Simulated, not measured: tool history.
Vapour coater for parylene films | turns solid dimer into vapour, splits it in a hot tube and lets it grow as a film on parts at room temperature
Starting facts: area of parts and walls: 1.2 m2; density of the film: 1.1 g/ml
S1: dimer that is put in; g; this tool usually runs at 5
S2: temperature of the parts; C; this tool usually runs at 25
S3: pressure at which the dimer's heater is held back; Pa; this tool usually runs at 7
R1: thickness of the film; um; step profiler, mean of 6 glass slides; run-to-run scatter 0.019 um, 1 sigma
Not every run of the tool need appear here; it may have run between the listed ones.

{"run": 1, "day": 0.0, "S1": 5, "S2": 25, "S3": 7, "R1": 1.78}
{"run": 2, "day": 2.575, "S1": 5, "S2": 25, "S3": 7, "R1": 1.78}
{"day": 4.533, "done": "trap's valve overhauled"}
{"run": 3, "day": 4.788, "S1": 5, "S2": 25, "S3": 7, "R1": 1.77}
{"run": 4, "day": 7.15, "S1": 5, "S2": 25, "S3": 7, "R1": 1.83}
{"run": 5, "day": 9.329, "S1": 5, "S2": 25, "S3": 7, "R1": 1.77}
{"run": 6, "day": 11.379, "S1": 6, "S2": 25, "S3": 7, "R1": 2.15}
{"run": 7, "day": 13.508, "S1": 6, "S2": 25, "S3": 7, "R1": 2.16}
{"run": 8, "day": 15.267, "S1": 5, "S2": 25, "S3": 3.75, "R1": 1.9}
{"run": 9, "day": 17.604, "S1": 5, "S2": 21, "S3": 7, "R1": 1.93}
{"run": 10, "day": 18.733, "S1": 5, "S2": 21, "S3": 3.26, "R1": 2.13}
{"run": 11, "day": 21.288, "S1": 5, "S2": 22, "S3": 7, "R1": 1.91}
{"run": 12, "day": 22.933, "S1": 5, "S2": 22, "S3": 7, "R1": 1.89}
{"run": 13, "day": 24.471, "S1": 5, "S2": 25, "S3": 11.64, "R1": 1.7}
{"run": 14, "day": 26.2, "S1": 5, "S2": 25, "S3": 7, "R1": 1.8}
{"run": 15, "day": 28.804, "S1": 5, "S2": 21, "S3": 7, "R1": 1.93}
{"run": 16, "day": 30.408, "S1": 5, "S2": 21, "S3": 3.07, "R1": 2.13}
{"run": 17, "day": 32.758, "S1": 5, "S2": 25, "S3": 3.07, "R1": 1.94}
{"run": 18, "day": 33.967, "S1": 5, "S2": 25, "S3": 7, "R1": 1.79}
{"run": 19, "day": 35.433, "S1": 5, "S2": 22, "S3": 7, "R1": 1.92}
{"run": 20, "day": 37.804, "S1": 5, "S2": 22, "S3": 7, "R1": 1.89}
{"run": 21, "day": 39.625, "S1": 5, "S2": 25, "S3": 7, "R1": 1.75}
{"run": 22, "day": 41.183, "S1": 5, "S2": 35, "S3": 7, "R1": 1.44}
{"run": 23, "day": 43.167, "S1": 5, "S2": 35, "S3": 7, "R1": 1.46}
{"day": 44.142, "done": "trap's valve overhauled"}
{"run": 24, "day": 45.221, "S1": 7, "S2": 25, "S3": 7, "R1": 2.52}
{"run": 25, "day": 46.542, "S1": 7, "S2": 28, "S3": 7, "R1": 2.33}
{"run": 26, "day": 48.288, "S1": 8, "S2": 31, "S3": 3.98, "R1": 2.68}
{"run": 27, "day": 50.629, "S1": 8, "S2": 31, "S3": 7.99, "R1": 2.5}
{"run": 28, "day": 52.871, "S1": 8, "S2": 31, "S3": 7.99, "R1": 2.48}
{"run": 29, "day": 54.238, "S1": 8, "S2": 31, "S3": 7.99, "R1": 2.44}
{"run": 30, "day": 56.85, "S1": 5, "S2": 34, "S3": 3.31, "R1": 1.6}
{"run": 31, "day": 58.575, "S1": 5, "S2": 34, "S3": 3.31, "R1": 1.62}
{"run": 32, "day": 60.579, "S1": 5, "S2": 21, "S3": 2.51, "R1": 2.17}
{"run": 33, "day": 61.704, "S1": 5, "S2": 21, "S3": 2.51, "R1": 2.19}
{"run": 34, "day": 63.15, "S1": 9, "S2": 21, "S3": 10.4, "R1": 3.35}
{"run": 35, "day": 64.542, "S1": 9, "S2": 26, "S3": 7, "R1": 3.17}
{"run": 36, "day": 66.617, "S1": 9, "S2": 26, "S3": 7, "R1": 3.17}

Run 37 has not been measured yet. What should we expect?
{"day": 67.196, "done": "table's thermometer calibrated"}
{"run": 37, "day": 69.129, "S1": 8, "S2": 34, "S3": 4.39, "R1": "?"}

R1: 2.51 um
If the tool had no hidden condition, the same run with the same run-to-run variation would have returned R1 2.51 um.

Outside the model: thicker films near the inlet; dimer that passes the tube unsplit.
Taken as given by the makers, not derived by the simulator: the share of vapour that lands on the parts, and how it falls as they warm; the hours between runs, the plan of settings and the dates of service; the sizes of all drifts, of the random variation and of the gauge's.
